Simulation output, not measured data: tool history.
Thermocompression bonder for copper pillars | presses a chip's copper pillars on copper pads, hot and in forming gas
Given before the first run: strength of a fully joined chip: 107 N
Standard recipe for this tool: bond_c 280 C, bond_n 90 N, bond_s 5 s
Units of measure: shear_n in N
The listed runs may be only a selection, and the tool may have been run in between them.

{"run": 1, "hour": 0.0, "bond_c": 280, "bond_n": 90, "bond_s": 5, "shear_n": 53.9}
{"run": 2, "hour": 73.7, "bond_c": 280, "bond_n": 90, "bond_s": 5, "shear_n": 52.7}
{"run": 3, "hour": 118.1, "bond_c": 280, "bond_n": 90, "bond_s": 5, "shear_n": 52.9}
{"hour": 144.6, "done": "forming gas filter changed"}
{"run": 4, "hour": 194.7, "bond_c": 280, "bond_n": 90, "bond_s": 5, "shear_n": 57.4}
{"run": 5, "hour": 279.2, "bond_c": 280, "bond_n": 90, "bond_s": 5, "shear_n": 58.2}
{"run": 6, "hour": 364.5, "bond_c": 280, "bond_n": 90, "bond_s": 5, "shear_n": 56.7}
{"hour": 380.8, "done": "force cell calibrated"}
{"run": 7, "hour": 427.1, "bond_c": 280, "bond_n": 90, "bond_s": 5, "shear_n": 56.1}
{"run": 8, "hour": 513.2, "bond_c": 280, "bond_n": 90, "bond_s": 5, "shear_n": 55.2}
{"run": 9, "hour": 560.0, "bond_c": 280, "bond_n": 90, "bond_s": 12, "shear_n": 71.6}
{"run": 10, "hour": 605.9, "bond_c": 280, "bond_n": 96, "bond_s": 5, "shear_n": 55.4}
{"run": 11, "hour": 669.8, "bond_c": 280, "bond_n": 96, "bond_s": 5, "shear_n": 56}
{"run": 12, "hour": 720.5, "bond_c": 306, "bond_n": 90, "bond_s": 5, "shear_n": 64.3}
{"run": 13, "hour": 776.0, "bond_c": 280, "bond_n": 90, "bond_s": 5, "shear_n": 53.3}
{"run": 14, "hour": 853.4, "bond_c": 280, "bond_n": 90, "bond_s": 3, "shear_n": 43.7}
{"run": 15, "hour": 919.6, "bond_c": 280, "bond_n": 126, "bond_s": 3, "shear_n": 52.5}
{"run": 16, "hour": 985.2, "bond_c": 280, "bond_n": 126, "bond_s": 3, "shear_n": 51.5}
{"run": 17, "hour": 1054.4, "bond_c": 280, "bond_n": 126, "bond_s": 3, "shear_n": 50.8}
{"hour": 1073.2, "done": "forming gas filter changed"}
{"run": 18, "hour": 1129.7, "bond_c": 280, "bond_n": 126, "bond_s": 3, "shear_n": 55.3}
{"run": 19, "hour": 1193.6, "bond_c": 280, "bond_n": 126, "bond_s": 3, "shear_n": 55.1}
{"run": 20, "hour": 1238.0, "bond_c": 280, "bond_n": 90, "bond_s": 3, "shear_n": 46.1}
{"run": 21, "hour": 1324.7, "bond_c": 295, "bond_n": 63, "bond_s": 5, "shear_n": 51.8}
{"run": 22, "hour": 1380.4, "bond_c": 295, "bond_n": 63, "bond_s": 5, "shear_n": 51.7}

For run 23, what comes out?
{"hour": 1396.0, "done": "heater calibrated with a thermocouple chip"}
{"run": 23, "hour": 1428.0, "bond_c": 306, "bond_n": 58, "bond_s": 3, "shear_n": "?"}

Run 23 came out at shear_n 46.6 N.
Had the tool carried no hidden state, the very same run would have given shear_n 48 N.
